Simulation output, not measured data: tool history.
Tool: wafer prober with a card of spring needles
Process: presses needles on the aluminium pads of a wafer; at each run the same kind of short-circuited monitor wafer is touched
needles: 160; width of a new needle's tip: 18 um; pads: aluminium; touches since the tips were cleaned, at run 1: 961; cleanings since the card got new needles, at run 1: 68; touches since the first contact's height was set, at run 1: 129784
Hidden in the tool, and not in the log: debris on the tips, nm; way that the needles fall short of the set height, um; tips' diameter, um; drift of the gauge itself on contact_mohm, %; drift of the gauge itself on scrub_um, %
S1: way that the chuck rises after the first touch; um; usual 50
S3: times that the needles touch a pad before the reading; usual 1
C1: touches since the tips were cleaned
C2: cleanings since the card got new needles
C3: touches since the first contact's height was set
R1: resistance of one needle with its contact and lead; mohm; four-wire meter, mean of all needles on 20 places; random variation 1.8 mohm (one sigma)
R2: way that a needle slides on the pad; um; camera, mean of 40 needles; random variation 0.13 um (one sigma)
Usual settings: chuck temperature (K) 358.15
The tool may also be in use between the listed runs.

{"run": 1, "hour": 0.0, "S1": 50, "chuck temperature (K)": 358.15, "S3": 1, "C1": 961, "C2": 68, "C3": 129784, "R1": 188, "R2": 12.28}
{"hour": 18.4, "done": "tips cleaned on abrasive film"}
{"hour": 38.1, "done": "tips cleaned on abrasive film"}
{"run": 2, "hour": 38.1, "S1": 50, "chuck temperature (K)": 358.15, "S3": 1, "C1": 0, "C2": 70, "C3": 139003, "R1": 189, "R2": 12.36}
{"hour": 58.7, "done": "tips cleaned on abrasive film"}
{"run": 3, "hour": 68.8, "S1": 50, "chuck temperature (K)": 358.15, "S3": 1, "C1": 2456, "C2": 71, "C3": 146433, "R1": 186, "R2": 12.38}
{"hour": 79.0, "done": "tips cleaned on abrasive film"}
{"hour": 98.9, "done": "tips cleaned on abrasive film"}
{"run": 4, "hour": 117.7, "S1": 50, "chuck temperature (K)": 358.15, "S3": 1, "C1": 4556, "C2": 73, "C3": 158270, "R1": 191, "R2": 12.29}
{"hour": 122.5, "done": "tips cleaned on abrasive film"}
{"hour": 142.3, "done": "tips cleaned on abrasive film"}
{"hour": 165.0, "done": "tips cleaned on abrasive film"}
{"run": 5, "hour": 180.0, "S1": 50, "chuck temperature (K)": 306.15, "S3": 1, "C1": 3646, "C2": 76, "C3": 173343, "R1": 179, "R2": 12.48}
{"hour": 184.8, "done": "tips cleaned on abrasive film"}
{"hour": 206.1, "done": "tips cleaned on abrasive film"}
{"run": 6, "hour": 213.5, "S1": 50, "chuck temperature (K)": 306.15, "S3": 1, "C1": 1786, "C2": 78, "C3": 181427, "R1": 178, "R2": 12.27}
{"hour": 227.6, "done": "tips cleaned on abrasive film"}
{"hour": 246.9, "done": "tips cleaned on abrasive film"}
{"run": 7, "hour": 246.9, "S1": 50, "chuck temperature (K)": 306.15, "S3": 1, "C1": 0, "C2": 80, "C3": 189507, "R1": 179, "R2": 12.24}
{"hour": 269.9, "done": "tips cleaned on abrasive film"}
{"hour": 290.1, "done": "tips cleaned on abrasive film"}
{"run": 8, "hour": 305.4, "S1": 50, "chuck temperature (K)": 358.15, "S3": 1, "C1": 3724, "C2": 82, "C3": 203684, "R1": 189, "R2": 12.49}
{"hour": 310.2, "done": "tips cleaned on abrasive film"}
{"hour": 332.1, "done": "tips cleaned on abrasive film"}
{"hour": 351.2, "done": "tips cleaned on abrasive film"}
{"run": 9, "hour": 364.0, "S1": 50, "chuck temperature (K)": 358.15, "S3": 1, "C1": 3099, "C2": 85, "C3": 217850, "R1": 188, "R2": 12.51}
{"hour": 371.9, "done": "tips cleaned on abrasive film"}
{"hour": 391.6, "done": "tips cleaned on abrasive film"}
{"run": 10, "hour": 409.6, "S1": 50, "chuck temperature (K)": 358.15, "S3": 1, "C1": 4372, "C2": 87, "C3": 228888, "R1": 190, "R2": 12.53}
{"hour": 414.2, "done": "tips cleaned on abrasive film"}
{"hour": 433.2, "done": "tips cleaned on abrasive film"}
{"hour": 455.5, "done": "tips cleaned on abrasive film"}
{"run": 11, "hour": 470.6, "S1": 50, "chuck temperature (K)": 358.15, "S3": 1, "C1": 3685, "C2": 90, "C3": 243648, "R1": 187, "R2": 12.43}
{"hour": 475.4, "done": "tips cleaned on abrasive film"}
{"hour": 483.2, "done": "height of the first contact set anew"}
{"hour": 496.8, "done": "tips cleaned on abrasive film"}
{"hour": 518.9, "done": "tips cleaned on abrasive film"}
{"run": 12, "hour": 527.9, "S1": 50, "chuck temperature (K)": 358.15, "S3": 1, "C1": 2195, "C2": 93, "C3": 10830, "R1": 184, "R2": 12.34}
{"hour": 539.6, "done": "tips cleaned on abrasive film"}
{"hour": 560.3, "done": "tips cleaned on abrasive film"}
{"run": 13, "hour": 579.1, "S1": 50, "chuck temperature (K)": 358.15, "S3": 1, "C1": 4553, "C2": 95, "C3": 23205, "R1": 187, "R2": 12.3}
{"hour": 583.8, "done": "tips cleaned on abrasive film"}
{"hour": 604.1, "done": "tips cleaned on abrasive film"}
{"hour": 624.5, "done": "tips cleaned on abrasive film"}
{"run": 14, "hour": 633.2, "S1": 50, "chuck temperature (K)": 358.15, "S3": 1, "C1": 2122, "C2": 98, "C3": 36298, "R1": 187, "R2": 12.38}
{"hour": 645.9, "done": "tips cleaned on abrasive film"}
{"hour": 664.8, "done": "tips cleaned on abrasive film"}
{"hour": 684.3, "done": "tips cleaned on abrasive film"}
{"run": 15, "hour": 689.9, "S1": 50, "chuck temperature (K)": 358.15, "S3": 1, "C1": 1359, "C2": 101, "C3": 50001, "R1": 191, "R2": 12.53}
{"hour": 706.0, "done": "tips cleaned on abrasive film"}
{"hour": 725.2, "done": "tips cleaned on abrasive film"}
{"run": 16, "hour": 732.4, "S1": 50, "chuck temperature (K)": 358.15, "S3": 1, "C1": 1751, "C2": 103, "C3": 60288, "R1": 186, "R2": 12.5}
{"hour": 745.1, "done": "tips cleaned on abrasive film"}
{"hour": 767.7, "done": "tips cleaned on abrasive film"}
{"run": 17, "hour": 771.4, "S1": 50, "chuck temperature (K)": 358.15, "S3": 1, "C1": 903, "C2": 105, "C3": 69728, "R1": 187, "R2": 12.3}
{"hour": 790.3, "done": "tips cleaned on abrasive film"}
{"hour": 810.3, "done": "tips cleaned on abrasive film"}
{"run": 18, "hour": 810.3, "S1": 50, "chuck temperature (K)": 358.15, "S3": 2, "C1": 0, "C2": 107, "C3": 79115, "R1": 189, "R2": 12.34}
{"hour": 829.9, "done": "tips cleaned on abrasive film"}
{"hour": 852.7, "done": "tips cleaned on abrasive film"}
{"run": 19, "hour": 857.8, "S1": 50, "chuck temperature (K)": 358.15, "S3": 2, "C1": 1246, "C2": 109, "C3": 90634, "R1": 187, "R2": 12.35}
{"hour": 876.2, "done": "tips cleaned on abrasive film"}
{"hour": 896.2, "done": "tips cleaned on abrasive film"}
{"run": 20, "hour": 914.9, "S1": 50, "chuck temperature (K)": 358.15, "S3": 2, "C1": 4546, "C2": 111, "C3": 104452, "R1": 191, "R2": 12.65}
{"hour": 917.8, "done": "tips cleaned on abrasive film"}
{"hour": 937.1, "done": "tips cleaned on abrasive film"}
{"run": 21, "hour": 940.7, "S1": 50, "chuck temperature (K)": 329.15, "S3": 1, "C1": 869, "C2": 113, "C3": 110675, "R1": 181, "R2": 12.41}
{"hour": 958.9, "done": "tips cleaned on abrasive film"}
{"run": 22, "hour": 970.9, "S1": 50, "chuck temperature (K)": 308.15, "S3": 1, "C1": 2918, "C2": 114, "C3": 117984, "R1": 176, "R2": 12.37}
{"hour": 978.8, "done": "tips cleaned on abrasive film"}
{"hour": 998.1, "done": "tips cleaned on abrasive film"}
{"run": 23, "hour": 1014.6, "S1": 50, "chuck temperature (K)": 358.15, "S3": 2, "C1": 4008, "C2": 116, "C3": 128559, "R1": 186, "R2": 12.24}
{"hour": 1017.6, "done": "tips cleaned on abrasive film"}
{"hour": 1037.2, "done": "tips cleaned on abrasive film"}
{"hour": 1057.9, "done": "tips cleaned on abrasive film"}
{"run": 24, "hour": 1069.7, "S1": 55, "chuck temperature (K)": 347.15, "S3": 2, "C1": 2869, "C2": 119, "C3": 141887, "R1": 184, "R2": 13.59}
{"hour": 1081.1, "done": "tips cleaned on abrasive film"}
{"hour": 1102.4, "done": "tips cleaned on abrasive film"}
{"run": 25, "hour": 1114.7, "S1": 55, "chuck temperature (K)": 347.15, "S3": 2, "C1": 2983, "C2": 121, "C3": 152768, "R1": 181, "R2": 13.35}
{"hour": 1123.0, "done": "tips cleaned on abrasive film"}
{"hour": 1144.3, "done": "tips cleaned on abrasive film"}
{"run": 26, "hour": 1158.0, "S1": 50, "chuck temperature (K)": 353.15, "S3": 1, "C1": 3341, "C2": 123, "C3": 163261, "R1": 187, "R2": 12.31}
{"hour": 1167.5, "done": "tips cleaned on abrasive film"}
{"hour": 1186.9, "done": "tips cleaned on abrasive film"}
{"hour": 1206.8, "done": "tips cleaned on abrasive film"}
{"run": 27, "hour": 1220.9, "S1": 60, "chuck temperature (K)": 358.15, "S3": 1, "C1": 3417, "C2": 126, "C3": 178463, "R1": 184, "R2": 14.81}
{"hour": 1230.1, "done": "tips cleaned on abrasive film"}
{"hour": 1251.1, "done": "tips cleaned on abrasive film"}
{"hour": 1270.2, "done": "tips cleaned on abrasive film"}
{"run": 28, "hour": 1280.6, "S1": 60, "chuck temperature (K)": 358.15, "S3": 1, "C1": 2523, "C2": 129, "C3": 192910, "R1": 185, "R2": 14.83}
{"hour": 1291.9, "done": "tips cleaned on abrasive film"}
{"hour": 1312.4, "done": "tips cleaned on abrasive film"}
{"hour": 1333.5, "done": "tips cleaned on abrasive film"}
{"run": 29, "hour": 1333.5, "S1": 64, "chuck temperature (K)": 358.15, "S3": 1, "C1": 0, "C2": 132, "C3": 205709, "R1": 183, "R2": 15.89}

4 ways to go on from here, each from the tool as it stands after run 29. What would each give?
{"hour": 1355.4, "done": "tips cleaned on abrasive film"}
{"run": "A", "hour": 1365.2, "S1": 33, "chuck temperature (K)": 356.15, "S3": 1, "C1": 2389, "C2": 133, "C3": 213380, "R1": "?", "R2": "?"}
{"hour": 1355.4, "done": "tips cleaned on abrasive film"}
{"run": "B", "hour": 1365.2, "S1": 38, "chuck temperature (K)": 358.15, "S3": 1, "C1": 2389, "C2": 133, "C3": 213380, "R1": "?", "R2": "?"}
{"hour": 1355.4, "done": "tips cleaned on abrasive film"}
{"run": "C", "hour": 1365.2, "S1": 58, "chuck temperature (K)": 327.15, "S3": 1, "C1": 2389, "C2": 133, "C3": 213380, "R1": "?", "R2": "?"}
{"hour": 1355.4, "done": "tips cleaned on abrasive film"}
{"run": "D", "hour": 1365.2, "S1": 32, "chuck temperature (K)": 308.15, "S3": 2, "C1": 2389, "C2": 133, "C3": 213380, "R1": "?", "R2": "?"}

run=A R1=197 R2=8.01
run=B R1=202 R2=9.39
run=C R1=177 R2=14.51
run=D R1=191 R2=7.89
Without the tool's hidden state the same runs would have given:
run=A R1=196 R2=8.02
run=B R1=201 R2=9.39
run=C R1=177 R2=14.52
run=D R1=190 R2=7.90
